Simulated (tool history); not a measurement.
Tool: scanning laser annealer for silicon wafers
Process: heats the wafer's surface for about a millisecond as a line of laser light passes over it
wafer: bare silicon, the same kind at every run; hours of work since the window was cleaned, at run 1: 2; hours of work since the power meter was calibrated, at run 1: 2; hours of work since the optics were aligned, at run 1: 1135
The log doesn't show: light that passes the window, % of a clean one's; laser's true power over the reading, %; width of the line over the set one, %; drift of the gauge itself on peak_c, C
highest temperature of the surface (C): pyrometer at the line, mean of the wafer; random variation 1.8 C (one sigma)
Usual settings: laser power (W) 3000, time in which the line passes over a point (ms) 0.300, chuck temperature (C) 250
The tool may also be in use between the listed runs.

run	hour	laser power (W)	time in which the line passes over a point (ms)	chuck temperature (C)	hours of work since the window was cleaned	hours of work since the power meter was calibrated	hours of work since the optics were aligned	highest temperature of the surface (C)
1	0.0	3000	0.300	250	2	2	1135	979
2	13.8	3000	0.300	250	10	10	1143	977
3	28.7	3000	0.300	250	19	19	1152	973
4	38.1	2733	0.300	250	24	24	1158	906
5	52.9	2733	0.300	250	33	33	1167	903
6	59.5	2733	0.300	250	37	37	1171	900
7	74.7	3284	0.300	250	46	46	1180	1048
8	86.7	3284	0.300	250	53	53	1187	1046
9	100.3	3284	0.300	250	61	61	1195	1045
# hour 104.3: laser's power meter calibrated
10	112.3	3000	0.300	250	67	5	1200	971
11	123.2	3000	0.269	250	73	11	1207	931
12	132.1	3000	0.269	250	79	17	1212	927
13	144.2	3000	0.310	250	86	24	1219	977
14	158.8	3000	0.295	250	95	33	1228	959
15	171.0	3000	0.267	250	102	40	1235	923
16	182.2	3000	0.267	250	109	46	1242	923
# hour 197.3: laser's power meter calibrated, once more
17	199.3	2834	0.267	250	117	1	1251	884
18	208.0	3128	0.272	241	122	6	1256	951
19	214.6	2602	0.287	250	126	10	1260	848
20	221.5	2698	0.244	223	130	14	1264	795
21	235.3	2698	0.244	223	138	23	1272	795
22	249.4	2698	0.244	223	147	31	1280	797
23	256.5	2698	0.250	223	151	35	1285	801
24	270.9	3061	0.259	255	160	44	1293	931
25	281.0	3061	0.259	273	166	50	1299	949
26	296.5	3000	0.214	218	175	59	1308	816
27	308.0	2972	0.300	250	182	66	1315	950
28	317.3	2752	0.243	278	187	72	1321	858
29	330.9	2752	0.243	278	196	80	1329	856
30	346.3	2752	0.302	278	205	89	1338	918
31	360.4	3000	0.300	246	213	97	1347	948
32	368.9	2667	0.236	269	218	102	1352	818
33	375.4	2667	0.236	269	222	106	1356	815
34	384.4	3000	0.347	213	227	112	1361	964

Forecast each of these 5 alternatives for the next run:
A	398.2	2845	0.347	267	236	120	1369	?
B	398.2	3000	0.274	277	236	120	1369	?
C	398.2	3000	0.275	283	236	120	1369	?
D	398.2	3275	0.353	259	236	120	1369	?
E	398.2	3000	0.343	280	236	120	1369	?

run	highest temperature of the surface (C)
A	976
B	947
C	951
D	1094
E	1025
Without the tool's hidden state the same runs would have given:
run	highest temperature of the surface (C)
A	1010
B	978
C	982
D	1134
E	1060

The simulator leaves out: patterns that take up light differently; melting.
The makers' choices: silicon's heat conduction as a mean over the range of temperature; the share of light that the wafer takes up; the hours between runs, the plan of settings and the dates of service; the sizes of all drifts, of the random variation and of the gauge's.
